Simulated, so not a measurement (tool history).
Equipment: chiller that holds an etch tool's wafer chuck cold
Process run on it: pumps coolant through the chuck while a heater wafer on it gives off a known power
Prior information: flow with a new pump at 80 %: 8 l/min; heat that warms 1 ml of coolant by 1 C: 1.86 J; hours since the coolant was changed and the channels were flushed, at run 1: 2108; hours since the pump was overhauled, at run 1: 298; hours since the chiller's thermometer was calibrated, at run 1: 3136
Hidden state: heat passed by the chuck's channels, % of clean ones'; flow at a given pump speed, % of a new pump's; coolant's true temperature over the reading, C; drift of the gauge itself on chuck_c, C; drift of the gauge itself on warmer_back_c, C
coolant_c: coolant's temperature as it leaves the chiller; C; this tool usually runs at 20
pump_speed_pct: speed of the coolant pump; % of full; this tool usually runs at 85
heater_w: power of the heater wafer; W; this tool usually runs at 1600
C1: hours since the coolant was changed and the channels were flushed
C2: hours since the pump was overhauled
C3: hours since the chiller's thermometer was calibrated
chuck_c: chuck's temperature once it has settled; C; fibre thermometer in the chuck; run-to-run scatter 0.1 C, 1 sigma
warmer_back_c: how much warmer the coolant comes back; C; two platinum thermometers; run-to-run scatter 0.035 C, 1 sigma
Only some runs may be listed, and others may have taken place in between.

Run 1, hour 0: usual settings; C1 2108; C2 298; C3 3136. Result: chuck_c 36.9 C, warmer_back_c 6.21 C.
At hour 10.6: chiller's thermometer calibrated.
Run 2, hour 23.9: usual settings but pump_speed_pct 99 % of full; C1 2131; C2 321; C3 13. Result: chuck_c 35.4 C, warmer_back_c 5.24 C.
Run 3, hour 54.4: usual settings but pump_speed_pct 99 % of full; C1 2161; C2 351; C3 44. Result: chuck_c 35.4 C, warmer_back_c 5.2 C.
Run 4, hour 70.7: usual settings but pump_speed_pct 99 % of full; C1 2178; C2 368; C3 60. Result: chuck_c 35.4 C, warmer_back_c 5.36 C.
Run 5, hour 93.7: usual settings but pump_speed_pct 99 % of full; C1 2201; C2 391; C3 83. Result: chuck_c 35.5 C, warmer_back_c 5.3 C.
Run 6, hour 109.1: usual settings but pump_speed_pct 99 % of full; C1 2216; C2 406; C3 99. Result: chuck_c 35.4 C, warmer_back_c 5.34 C.
Run 7, hour 135.3: usual settings but heater_w 922 W; C1 2242; C2 432; C3 125. Result: chuck_c 29.6 C, warmer_back_c 3.54 C.
At hour 156: chiller's thermometer calibrated, once more.
Run 8, hour 159.7: usual settings but coolant_c 14 C, heater_w 922 W; C1 2266; C2 455; C3 4. Result: chuck_c 24.3 C, warmer_back_c 3.57 C.
Run 9, hour 173.6: usual settings but pump_speed_pct 84 % of full; C1 2279; C2 469; C3 18. Result: chuck_c 38 C, warmer_back_c 6.26 C.
Run 10, hour 190.4: usual settings but pump_speed_pct 84 % of full; C1 2296; C2 486; C3 34. Result: chuck_c 38 C, warmer_back_c 6.22 C.
Run 11, hour 211.5: usual settings but pump_speed_pct 84 % of full; C1 2317; C2 507; C3 56. Result: chuck_c 38 C, warmer_back_c 6.23 C.
Run 12, hour 232.3: usual settings but heater_w 1435 W; C1 2338; C2 528; C3 76. Result: chuck_c 35.9 C, warmer_back_c 5.53 C.
Run 13, hour 255.6: usual settings but heater_w 1435 W; C1 2361; C2 551; C3 100. Result: chuck_c 36.1 C, warmer_back_c 5.56 C.
Run 14, hour 271.4: usual settings but coolant_c 27 C; C1 2377; C2 567; C3 115. Result: chuck_c 44.9 C, warmer_back_c 6.14 C.
Run 15, hour 286.2: usual settings but coolant_c 27 C; C1 2392; C2 582; C3 130. Result: chuck_c 45.1 C, warmer_back_c 6.11 C.
Run 16, hour 308.8: usual settings but coolant_c 16 C, pump_speed_pct 86 % of full; C1 2415; C2 605; C3 153. Result: chuck_c 33.7 C, warmer_back_c 6.11 C.
Run 17, hour 336.7: usual settings but coolant_c 16 C, pump_speed_pct 86 % of full; C1 2443; C2 632; C3 181. Result: chuck_c 33.7 C, warmer_back_c 6.13 C.
Run 18, hour 359.2: usual settings but coolant_c 16 C, pump_speed_pct 86 % of full; C1 2465; C2 655; C3 203. Result: chuck_c 34.1 C, warmer_back_c 6.15 C.
Run 19, hour 373.8: usual settings but pump_speed_pct 100 % of full; C1 2480; C2 670; C3 218. Result: chuck_c 36.4 C, warmer_back_c 5.33 C.
Run 20, hour 397.7: usual settings but coolant_c 17 C, heater_w 1356 W; C1 2504; C2 694; C3 242. Result: chuck_c 32.1 C, warmer_back_c 5.24 C.
Run 21, hour 427.6: usual settings but coolant_c 17 C, pump_speed_pct 65 % of full, heater_w 1356 W; C1 2534; C2 723; C3 272. Result: chuck_c 34.8 C, warmer_back_c 6.79 C.
Run 22, hour 442.7: usual settings but coolant_c 16 C, pump_speed_pct 70 % of full, heater_w 1161 W; C1 2549; C2 739; C3 287. Result: chuck_c 30.7 C, warmer_back_c 5.42 C.

The next listed run, before its measurement:
Run 23, hour 464.2: usual settings but coolant_c 13 C, heater_w 1165 W; C1 2570; C2 760; C3 308. Result: chuck_c ?, warmer_back_c ?.

Logged for run 23: chuck_c 26.3 C, warmer_back_c 4.47 C.
If the tool had no hidden condition, the same run with the same run-to-run variation would have returned chuck_c 24.9 C, warmer_back_c 4.39 C.
